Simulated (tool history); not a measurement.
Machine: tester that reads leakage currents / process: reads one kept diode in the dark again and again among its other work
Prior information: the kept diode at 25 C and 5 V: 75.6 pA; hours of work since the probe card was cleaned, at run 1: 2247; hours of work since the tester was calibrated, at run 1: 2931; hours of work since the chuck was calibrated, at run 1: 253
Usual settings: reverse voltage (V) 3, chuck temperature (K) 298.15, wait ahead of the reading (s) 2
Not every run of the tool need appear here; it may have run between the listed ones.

run,hour,reverse voltage (V),chuck temperature (K),wait ahead of the reading (s),hours of work since the probe card was cleaned,hours of work since the tester was calibrated,hours of work since the chuck was calibrated,current that the tester gives (pA)
1,0,3,298.15,2,2247,2931,253,61.98
2,99.6,3,298.15,2,2314,2999,320,61.94
3,226.2,3,298.15,2,2399,3084,405,61.74
4,329.6,3,297.15,2,2469,3153,474,56.64
5,426.6,3,298.15,2,2534,3219,540,61.83
6,509.6,3,298.15,2,2590,3274,595,61.9
7,636,3,298.15,2,2675,3359,680,61.82
8,753.2,3,298.15,2,2754,3438,759,61.82
9,810,8.15,298.15,2,2792,3477,798,93.34
# hour 914.6: chuck's temperature calibrated
10,939,3.86,308.15,1.07,2877,3562,16,166.55
11,1003.7,3,298.15,8.93,2921,3606,60,61.93
12,1068.9,4.53,300.15,4.08,2965,3649,104,87.89
13,1194.3,3,308.15,1.49,3049,3734,188,149.6
14,1281.2,5.72,316.15,0.78,3108,3792,247,378.86
15,1364.7,7.54,299.15,0.93,3164,3848,303,99.31

Here are 3 independent what-if runs from the current tool condition. What would each one return?
A,1487.7,15.99,298.15,2,3247,3931,386,?
B,1487.7,7.54,299.15,1.76,3247,3931,386,?
C,1487.7,3,315.15,2,3247,3931,386,?

run,current that the tester gives (pA)
A,122.58
B,98.56
C,268.77
Without the tool's hidden state the same runs would have given:
run,current that the tester gives (pA)
A,122.32
B,98.47
C,268.87

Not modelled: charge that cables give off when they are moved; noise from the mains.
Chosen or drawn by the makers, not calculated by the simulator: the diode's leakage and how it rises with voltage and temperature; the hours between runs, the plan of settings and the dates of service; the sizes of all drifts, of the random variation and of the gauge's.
